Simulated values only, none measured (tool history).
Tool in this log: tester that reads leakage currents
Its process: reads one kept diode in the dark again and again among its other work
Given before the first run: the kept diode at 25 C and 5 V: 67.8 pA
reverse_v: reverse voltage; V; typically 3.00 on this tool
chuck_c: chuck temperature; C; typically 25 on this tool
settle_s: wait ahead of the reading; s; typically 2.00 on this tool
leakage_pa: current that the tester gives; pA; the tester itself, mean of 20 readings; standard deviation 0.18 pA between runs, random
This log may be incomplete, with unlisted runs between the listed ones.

Run 1, hour 0.0: usual settings. Result: leakage_pa 62.18 pA.
Run 2, hour 39.0: usual settings. Result: leakage_pa 62.25 pA.
Run 3, hour 101.7: usual settings. Result: leakage_pa 62.56 pA.
Run 4, hour 136.2: usual settings. Result: leakage_pa 62.86 pA.
Run 5, hour 191.9: usual settings. Result: leakage_pa 62.69 pA.
Run 6, hour 235.4: usual settings but reverse_v 7.26 V. Result: leakage_pa 95.11 pA.
Run 7, hour 311.9: usual settings but reverse_v 7.26 V. Result: leakage_pa 95.19 pA.
Run 8, hour 363.3: usual settings but settle_s 9.83 s. Result: leakage_pa 62.61 pA.
Run 9, hour 426.6: usual settings but settle_s 9.83 s. Result: leakage_pa 62.86 pA.
Run 10, hour 482.6: usual settings but settle_s 9.83 s. Result: leakage_pa 63.01 pA.
Run 11, hour 563.5: usual settings but reverse_v 16.54 V, chuck_c 22 C, settle_s 0.70 s. Result: leakage_pa 128.39 pA.
Run 12, hour 635.8: usual settings but reverse_v 14.33 V, chuck_c 35 C, settle_s 2.70 s. Result: leakage_pa 275.53 pA.
Run 13, hour 670.9: usual settings but reverse_v 3.77 V, chuck_c 52 C, settle_s 1.14 s. Result: leakage_pa 551.44 pA.
Run 14, hour 750.0: usual settings but reverse_v 3.77 V, chuck_c 52 C, settle_s 1.14 s. Result: leakage_pa 556.07 pA.
Run 15, hour 827.9: usual settings but reverse_v 12.45 V, chuck_c 41 C, settle_s 0.56 s. Result: leakage_pa 412.59 pA.
Run 16, hour 881.2: usual settings but reverse_v 12.45 V, chuck_c 51 C, settle_s 1.58 s. Result: leakage_pa 840.34 pA.

5 ways to go on from here, each from the tool as it stands after run 16. What would each give?
Run A, hour 960.1: usual settings but chuck_c 47 C. Result: leakage_pa ?.
Run B, hour 960.1: usual settings but reverse_v 3.11 V, chuck_c 26 C, settle_s 1.08 s. Result: leakage_pa ?.
Run C, hour 960.1: usual settings but reverse_v 6.82 V, chuck_c 28 C, settle_s 4.47 s. Result: leakage_pa ?.
Run D, hour 960.1: usual settings but reverse_v 3.71 V, chuck_c 57 C, settle_s 9.40 s. Result: leakage_pa ?.
Run E, hour 960.1: usual settings but reverse_v 12.45 V, chuck_c 51 C, settle_s 6.17 s. Result: leakage_pa ?.

run  leakage_pa
  A      351.30
  B       71.21
  C      118.28
  D      787.82
  E      838.33
Without the tool's hidden state the same runs would have given:
run  leakage_pa
  A      337.14
  B       62.53
  C      100.18
  D      764.03
  E      793.29
